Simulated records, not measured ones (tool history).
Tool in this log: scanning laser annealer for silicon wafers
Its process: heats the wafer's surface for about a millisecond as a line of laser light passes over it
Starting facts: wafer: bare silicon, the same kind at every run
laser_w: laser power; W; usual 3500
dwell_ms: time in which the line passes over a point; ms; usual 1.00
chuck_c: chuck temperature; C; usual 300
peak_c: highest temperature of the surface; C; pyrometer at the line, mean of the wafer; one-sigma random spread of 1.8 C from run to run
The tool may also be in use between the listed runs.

| run | hour | laser_w | dwell_ms | chuck_c | peak_c |
|---|---|---|---|---|---|
| 1 | 0.0 | 3500 | 1.00 | 300 | 962 |
|  | 9.9 | window over the wafer cleaned |
| 2 | 13.2 | 3500 | 1.00 | 300 | 1008 |
| 3 | 19.3 | 3500 | 1.24 | 300 | 1077 |
| 4 | 29.5 | 3500 | 1.24 | 300 | 1078 |
| 5 | 36.6 | 3500 | 1.00 | 300 | 1005 |
| 6 | 41.8 | 3500 | 1.00 | 300 | 1004 |
| 7 | 52.6 | 3500 | 1.00 | 300 | 1005 |
| 8 | 62.9 | 3500 | 1.00 | 300 | 1003 |
| 9 | 74.1 | 3500 | 1.00 | 300 | 1001 |
| 10 | 79.4 | 3500 | 1.00 | 300 | 999 |
| 11 | 88.5 | 3500 | 1.00 | 300 | 999 |
|  | 94.1 | optics aligned, line set to its width |
| 12 | 101.8 | 3500 | 1.00 | 300 | 997 |
| 13 | 113.3 | 3221 | 1.00 | 300 | 923 |

Forecast run 14:
|  | 127.4 | optics aligned, line set to its width, once more |
| 14 | 129.5 | 3551 | 1.00 | 274 | ? |

{"run 14": {"peak_c": 1003}}
The same run, on a tool lacking any hidden state, would have yielded peak_c 1011 C.
